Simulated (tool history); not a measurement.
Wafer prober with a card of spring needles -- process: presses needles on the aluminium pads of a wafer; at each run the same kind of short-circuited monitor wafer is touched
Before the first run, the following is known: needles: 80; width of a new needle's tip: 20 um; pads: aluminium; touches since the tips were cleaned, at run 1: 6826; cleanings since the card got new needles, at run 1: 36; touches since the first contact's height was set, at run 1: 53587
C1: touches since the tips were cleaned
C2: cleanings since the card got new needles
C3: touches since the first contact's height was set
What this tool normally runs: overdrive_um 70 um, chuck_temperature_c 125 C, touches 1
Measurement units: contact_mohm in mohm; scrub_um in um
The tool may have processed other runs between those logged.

Run 1, hour 0: usual settings; C1 6826; C2 36; C3 53587. Result: contact_mohm 366 mohm, scrub_um 14.22 um.
At hour 2.6: tips cleaned on abrasive film.
At hour 14.1: tips cleaned on abrasive film.
Run 2, hour 18.6: usual settings; C1 3174; C2 38; C3 66679. Result: contact_mohm 353 mohm, scrub_um 14.26 um.
At hour 26.8: tips cleaned on abrasive film.
Run 3, hour 32.7: usual settings; C1 4210; C2 39; C3 76659. Result: contact_mohm 356 mohm, scrub_um 14.22 um.
At hour 38.9: tips cleaned on abrasive film.
Run 4, hour 44.4: usual settings; C1 3901; C2 40; C3 84898. Result: contact_mohm 351 mohm, scrub_um 14.18 um.
At hour 51.1: tips cleaned on abrasive film.
Run 5, hour 53.1: usual settings; C1 1454; C2 41; C3 91038. Result: contact_mohm 332 mohm, scrub_um 14.16 um.
At hour 63.5: tips cleaned on abrasive film.
Run 6, hour 69.7: usual settings; C1 4410; C2 42; C3 102787. Result: contact_mohm 367 mohm, scrub_um 14.16 um.
At hour 75.4: tips cleaned on abrasive film.
Run 7, hour 78: usual settings but overdrive_um 76 um; C1 1856; C2 43; C3 108604. Result: contact_mohm 324 mohm, scrub_um 15.39 um.
At hour 87.2: tips cleaned on abrasive film.
Run 8, hour 96: usual settings but overdrive_um 61 um, chuck_temperature_c 110 C; C1 6278; C2 44; C3 121380. Result: contact_mohm 400 mohm, scrub_um 12.31 um.
At hour 100: tips cleaned on abrasive film.
At hour 111.7: tips cleaned on abrasive film.
Run 9, hour 111.7: usual settings but touches 2; C1 0; C2 46; C3 132398. Result: contact_mohm 287 mohm, scrub_um 14.09 um.
Run 10, hour 122.4: usual settings but overdrive_um 51 um, chuck_temperature_c 57 C, touches 2; C1 7632; C2 46; C3 140030. Result: contact_mohm 380 mohm, scrub_um 10.15 um.
At hour 123.9: tips cleaned on abrasive film.
At hour 136: tips cleaned on abrasive film.
Run 11, hour 140: usual settings but overdrive_um 51 um, chuck_temperature_c 57 C, touches 2; C1 2886; C2 48; C3 152416. Result: contact_mohm 352 mohm, scrub_um 10.1 um.
At hour 141.8: height of the first contact set anew.
At hour 148.3: tips cleaned on abrasive film.
Run 12, hour 153.2: usual settings but overdrive_um 78 um, chuck_temperature_c 106 C, touches 2; C1 3512; C2 49; C3 8068. Result: contact_mohm 311 mohm, scrub_um 15.96 um.
At hour 160.3: tips cleaned on abrasive film.
Run 13, hour 170.4: usual settings but overdrive_um 58 um, chuck_temperature_c 60 C; C1 7163; C2 50; C3 20224. Result: contact_mohm 403 mohm, scrub_um 11.84 um.

What would each run have given without the hidden state, its run-to-run variation left as it was?
Unlogged tool condition in this case: debris on the tips, nm; way that the needles fall short of the set height, um; tips' diameter, um; drift of the gauge itself on contact_mohm, %; drift of the gauge itself on scrub_um, %.
run  contact_mohm  scrub_um
  1           279     14.31
  2           282     14.39
  3           278     14.37
  4           276     14.35
  5           282     14.35
  6           285     14.36
  7           278     15.61
  8           281     12.54
  9           280     14.36
 10           264     10.42
 11           267     10.42
 12           273     15.99
 13           260     11.88
